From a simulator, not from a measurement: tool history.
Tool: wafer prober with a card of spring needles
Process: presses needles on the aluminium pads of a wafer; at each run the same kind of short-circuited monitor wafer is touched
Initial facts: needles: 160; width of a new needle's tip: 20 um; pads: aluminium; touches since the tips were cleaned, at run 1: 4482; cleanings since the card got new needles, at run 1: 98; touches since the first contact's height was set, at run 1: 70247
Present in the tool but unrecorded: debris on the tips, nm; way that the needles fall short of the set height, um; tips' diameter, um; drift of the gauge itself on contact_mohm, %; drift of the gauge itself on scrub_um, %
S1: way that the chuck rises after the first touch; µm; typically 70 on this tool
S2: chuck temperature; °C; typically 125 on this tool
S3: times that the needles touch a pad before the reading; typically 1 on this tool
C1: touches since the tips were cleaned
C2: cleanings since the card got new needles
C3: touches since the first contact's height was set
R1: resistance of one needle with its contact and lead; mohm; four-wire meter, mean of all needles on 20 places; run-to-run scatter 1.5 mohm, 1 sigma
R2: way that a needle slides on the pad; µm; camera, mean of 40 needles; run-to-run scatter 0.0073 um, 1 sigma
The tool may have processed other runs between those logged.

run   hour  S1   S2  S3    C1   C2      C3   R1      R2
  1      0  70  125   1  4482   98   70247  177   8.687
       1.9  -- tips cleaned on abrasive film
       9.3  -- tips cleaned on abrasive film
      16.7  -- tips cleaned on abrasive film
        26  -- tips cleaned on abrasive film
      33.4  -- tips cleaned on abrasive film
  2   35.3  70  125   1  1286  103   93056  171   8.638
      40.9  -- tips cleaned on abrasive film
      48.3  -- tips cleaned on abrasive film
      55.7  -- tips cleaned on abrasive film
        65  -- tips cleaned on abrasive film
      65.3  -- height of the first contact set anew
      72.7  -- tips cleaned on abrasive film
  3   76.5  70  125   1  2526  108    7310  175   8.759
      80.3  -- tips cleaned on abrasive film
      87.7  -- tips cleaned on abrasive film
      95.1  -- tips cleaned on abrasive film
  4  102.4  70  125   1  4760  111   24027  186   8.754
     104.3  -- tips cleaned on abrasive film
     113.4  -- tips cleaned on abrasive film
     122.6  -- tips cleaned on abrasive film
     131.1  -- tips cleaned on abrasive film
  5  131.1  70  125   1     0  115   42613  146    8.72
     138.6  -- tips cleaned on abrasive film
     147.7  -- tips cleaned on abrasive film
     155.1  -- tips cleaned on abrasive film
     162.5  -- tips cleaned on abrasive film
       168  -- tips cleaned on abrasive film, once more
  6    168  70  125   1     0  120   66432  146   8.692
     175.4  -- tips cleaned on abrasive film
     184.7  -- tips cleaned on abrasive film
     192.1  -- tips cleaned on abrasive film
     201.2  -- tips cleaned on abrasive film
  7  205.2  70  125   1  2605  124   90500  179   8.654
     208.9  -- tips cleaned on abrasive film
     216.3  -- tips cleaned on abrasive film
     223.7  -- tips cleaned on abrasive film
       233  -- tips cleaned on abrasive film
  8  233.1  70  125   1    85  128  108518  152   8.638
     238.9  -- height of the first contact set anew
     240.8  -- tips cleaned on abrasive film
     248.2  -- tips cleaned on abrasive film
     257.4  -- tips cleaned on abrasive film
  9  258.8  70  125   1   912  131   12870  168    8.75
     266.2  -- tips cleaned on abrasive film
     273.6  -- tips cleaned on abrasive film
     282.8  -- tips cleaned on abrasive film
     291.9  -- tips cleaned on abrasive film
 10    293  70   39   1   672  135   34956  150   8.726
     300.4  -- tips cleaned on abrasive film
     307.8  -- tips cleaned on abrasive film
     315.2  -- tips cleaned on abrasive film
     323.4  -- tips cleaned on abrasive film
 11  323.4  70   39   1     0  139   54611  131   8.711
     332.6  -- tips cleaned on abrasive film
     341.8  -- tips cleaned on abrasive film
     349.3  -- tips cleaned on abrasive film
 12  351.8  70  125   1  1642  142   72993  171   8.663
     357.3  -- tips cleaned on abrasive film
     364.7  -- tips cleaned on abrasive film
     373.8  -- tips cleaned on abrasive film
     381.3  -- tips cleaned on abrasive film
     389.5  -- tips cleaned on abrasive film
 13  389.5  70  125   1     0  147   97380  153   8.637
     396.9  -- tips cleaned on abrasive film
     404.3  -- tips cleaned on abrasive film
     411.8  -- height of the first contact set anew
     413.8  -- tips cleaned on abrasive film
 14  414.2  61   92   2   277  150    1474  149   7.647
     421.6  -- tips cleaned on abrasive film
     430.8  -- tips cleaned on abrasive film
     438.2  -- tips cleaned on abrasive film
 15  443.6  70   27   1  3507  153   20507  172   8.744
     447.3  -- tips cleaned on abrasive film
     454.7  -- tips cleaned on abrasive film
 16  460.8  51   27   2  3987  155   31668  187   6.341
     462.7  -- tips cleaned on abrasive film
     470.1  -- tips cleaned on abrasive film
     477.5  -- tips cleaned on abrasive film
     484.9  -- tips cleaned on abrasive film
 17  490.1  51   27   2  3392  159   50603  187   6.342
     493.9  -- tips cleaned on abrasive film
       503  -- tips cleaned on abrasive film
     510.4  -- tips cleaned on abrasive film
     519.5  -- tips cleaned on abrasive film
 18  520.2  51   27   2   509  163   70058  154   6.307
     527.6  -- tips cleaned on abrasive film
     536.7  -- tips cleaned on abrasive film
 19  537.5  51   27   2   507  165   81236  155   6.267
     544.9  -- tips cleaned on abrasive film
     552.3  -- tips cleaned on abrasive film
 20  555.1  51   27   2  1839  167   92642  174   6.259
     560.7  -- tips cleaned on abrasive film
     569.8  -- tips cleaned on abrasive film
       579  -- tips cleaned on abrasive film
 21  582.8  51   27   2  2453  170  110532  180   6.247
     584.9  -- height of the first contact set anew
     586.8  -- tips cleaned on abrasive film
       596  -- tips cleaned on abrasive film
     603.4  -- tips cleaned on abrasive film
     612.7  -- tips cleaned on abrasive film
 22  614.5  90   65   2  1161  174   19097  140  11.257
     621.9  -- tips cleaned on abrasive film
     629.3  -- tips cleaned on abrasive film
     638.4  -- tips cleaned on abrasive film
 23  638.4  90   65   2     0  177   34577  132  11.224
     645.8  -- tips cleaned on abrasive film
     653.2  -- tips cleaned on abrasive film
     660.6  -- tips cleaned on abrasive film
       668  -- tips cleaned on abrasive film
 24  674.5  55   30   1  4280  181   57989  208   6.829
     676.5  -- tips cleaned on abrasive film
     685.7  -- tips cleaned on abrasive film
     694.9  -- tips cleaned on abrasive film
 25    700  64   57   1  3325  184   74427  187   7.945
     703.7  -- tips cleaned on abrasive film
     711.1  -- tips cleaned on abrasive film
     720.3  -- tips cleaned on abrasive film
     729.5  -- tips cleaned on abrasive film
     736.9  -- tips cleaned on abrasive film
 26    741  62   57   2  2689  189  100969  169   7.649

Here are 3 independent what-if runs from the current tool condition. What would each one return?
     744.7  -- tips cleaned on abrasive film
     752.1  -- tips cleaned on abrasive film
     757.9  -- height of the first contact set anew
     759.9  -- tips cleaned on abrasive film
  A  766.1  58  43   2  4107  192  5303   ?   ?
     744.7  -- tips cleaned on abrasive film
     752.1  -- tips cleaned on abrasive film
     757.9  -- height of the first contact set anew
     759.9  -- tips cleaned on abrasive film
  B  766.1  88  57   2  4107  192  5303   ?   ?
     744.7  -- tips cleaned on abrasive film
     752.1  -- tips cleaned on abrasive film
     757.9  -- height of the first contact set anew
     759.9  -- tips cleaned on abrasive film
  C  766.1  70  90   2  4107  192  5303   ?   ?

run   R1      R2
  A  178    7.26
  B  151  11.012
  C  167   8.755
Without the tool's hidden state the same runs would have given:
run   R1      R2
  A  133   7.267
  B  130  11.019
  C  136   8.762

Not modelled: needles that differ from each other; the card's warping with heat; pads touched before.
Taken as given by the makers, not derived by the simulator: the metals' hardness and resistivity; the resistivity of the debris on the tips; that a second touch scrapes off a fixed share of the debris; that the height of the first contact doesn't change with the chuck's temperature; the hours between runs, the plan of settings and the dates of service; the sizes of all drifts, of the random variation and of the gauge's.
